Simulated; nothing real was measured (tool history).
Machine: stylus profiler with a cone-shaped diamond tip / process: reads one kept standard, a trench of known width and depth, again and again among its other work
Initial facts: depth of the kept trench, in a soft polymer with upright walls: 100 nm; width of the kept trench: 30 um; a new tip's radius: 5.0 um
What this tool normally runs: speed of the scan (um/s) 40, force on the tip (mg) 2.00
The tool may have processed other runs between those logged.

run     day  speed of the scan (um/s)  force on the tip (mg)  depth of the trench (Å)  width of the trench's floor (um)
  1   0.000                        40                   2.00                   1012.0                             26.71
  2   2.800                        40                   2.00                   1012.5                             26.67
  3   4.825                        40                   2.00                   1012.6                             26.68
  4   6.179                        84                   2.00                   1012.4                             26.38
  5   8.933                        11                   2.00                   1012.7                             26.87
  6  10.808                        40                   1.73                   1011.6                             26.63
  7  13.267                       134                   2.00                   1012.6                             26.00
  8  14.929                        40                   1.00                   1008.5                             26.45
  9  17.208                        40                   1.00                   1008.3                             26.45
 10  19.888                        40                   3.40                   1017.7                             26.63
 11  22.150                        40                   3.40                   1016.2                             27.77
 12  23.675                        40                   3.40                   1016.2                             27.73
 13  26.608                        40                   3.40                   1016.5                             27.74
 14  29.679                        40                   2.00                   1011.8                             27.62
 15  32.429                        40                   3.92                   1018.1                             27.70
 16  34.233                        37                   2.17                   1012.2                             27.63
 17  36.017                        37                   2.17                   1012.5                             27.56
 18  38.229                        37                   2.17                   1012.6                             27.55
 19  41.221                        14                   2.82                   1014.8                             27.69
 20  43.721                        10                   2.47                   1013.7                             27.74
 21  46.079                        21                   0.96                   1007.4                             27.54
 22  48.788                       110                   1.80                   1011.1                             26.86
 23  50.742                        47                   0.73                   1006.7                             27.11
 24  53.550                        47                   0.73                   1006.9                             27.17
 25  55.283                       152                   1.24                   1009.0                             26.22
 26  57.825                       152                   1.24                   1009.5                             26.25
 27  61.025                        90                   2.00                   1012.4                             26.90
 28  64.246                        50                   1.77                   1011.6                             27.23
 29  65.733                        14                   1.52                   1010.5                             27.45
 30  68.683                        14                   1.52                   1010.8                             27.46

Between the runs listed above, the log contained 1 entry, not reproduced here. Where in the sequence does each belong, and how does what the log doesn't record of the tool's condition differ from the listed run before to the listed run after?
In the gap between runs 10 and 11: new tip fitted, height scale calibrated (day 20.125)
  radius of the tip, um: 12.22 -> 5.22; height scale over the true one, %: 0.163 -> 0.021
  measured less the result without the state, depth of the trench (Å): +1.7 -> +0.3; width of the trench's floor (um): -1.13 -> -0.04
